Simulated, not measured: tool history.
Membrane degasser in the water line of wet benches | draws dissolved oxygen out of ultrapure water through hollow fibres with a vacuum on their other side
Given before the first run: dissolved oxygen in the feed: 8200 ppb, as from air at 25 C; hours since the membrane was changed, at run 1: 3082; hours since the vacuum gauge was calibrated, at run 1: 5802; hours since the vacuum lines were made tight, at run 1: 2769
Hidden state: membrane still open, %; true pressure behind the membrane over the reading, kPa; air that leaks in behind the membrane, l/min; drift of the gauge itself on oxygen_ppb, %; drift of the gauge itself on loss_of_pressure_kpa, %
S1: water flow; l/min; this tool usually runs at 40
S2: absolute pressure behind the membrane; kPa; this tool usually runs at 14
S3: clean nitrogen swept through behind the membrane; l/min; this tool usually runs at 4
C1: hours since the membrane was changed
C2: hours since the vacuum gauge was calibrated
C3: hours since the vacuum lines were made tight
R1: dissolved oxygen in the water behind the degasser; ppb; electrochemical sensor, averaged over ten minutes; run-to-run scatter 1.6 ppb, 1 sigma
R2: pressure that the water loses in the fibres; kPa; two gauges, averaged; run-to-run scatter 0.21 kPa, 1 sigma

run    hour  S1    S2     S3    C1    C2    C3     R1     R2
  1       0  40    14      4  3082  5802  2769  253.8     47
       23.2  -- vacuum gauge calibrated
  2    55.7  40    14      4  3137    33  2824  251.8  47.66
  3   131.2  40    14      4  3213   108  2899  254.7   47.1
  4   189.1  40    14      4  3271   166  2957  254.4  47.07
  5   243.8  40    14      4  3325   221  3012  255.9  47.26
  6   283.4  40    14      4  3365   260  3052  249.3  47.67
  7   353.8  40    14      4  3435   331  3122  254.9  47.58
  8   444.9  40    14   2.97  3526   422  3213  333.7  46.91
  9   532.8  40  26.4      4  3614   510  3301  520.6  47.38
 10   599.4  40  26.4      4  3681   576  3368  524.2  47.04
 11   677.9  40    14      4  3759   655  3446  253.3  47.27
 12   766.8  40    14   11.6  3848   744  3535     98  47.36
 13   817.1  40    14   11.6  3899   794  3585   96.7  47.24
 14   899.4  40    14      4  3981   876  3668  256.6  47.56
 15   965.6  40    14      4  4047   942  3734  254.8   47.2
 16    1046  40    14      4  4128  1023  3814    254  47.51
 17  1097.5  40    14      4  4179  1074  3866  254.2  47.07
 18  1146.9  33  11.1      4  4228  1124  3915  155.6  38.93
 19  1198.8  33  11.1      4  4280  1176  3967  158.2  38.88
 20  1292.1  41  11.1      4  4374  1269  4060  193.3  48.65
 21  1385.2  49  15.9  11.83  4467  1362  4153  135.3  57.69
 22  1480.2  49  15.9  11.83  4562  1457  4248  136.8  57.63
 23  1571.2  49  15.9  11.83  4653  1548  4339  136.2  57.97
 24  1639.1  24    34   2.59  4721  1616  4407  629.1  28.48
 25  1678.7  24    34   2.59  4760  1656  4447  622.2  28.31
 26  1740.9  34    14    3.5  4822  1718  4509  248.1  40.12
 27  1806.6  49  26.7   7.15  4888  1783  4575  382.1  57.76
 28  1902.5  49  13.9   7.15  4984  1879  4671  181.7  57.48
 29  1989.7  31    14  11.58  5071  1967  4758   73.9   36.6
 30  2032.7  50  24.2      4  5114  2010  4801  579.2  58.94
 31  2077.4  40  27.1      4  5159  2054  4846  536.7  47.21
 32    2134  40    14   9.25  5216  2111  4902  120.2  46.83
 33  2214.5  59    14   6.48  5296  2191  4983    240  69.61

Hidden condition of the tool, last listed run before each entry between runs versus first listed run after:
Logged between run 1 and run 2: vacuum gauge calibrated (hour 23.2)
  true pressure behind the membrane over the reading, kPa: 0.01 -> 0
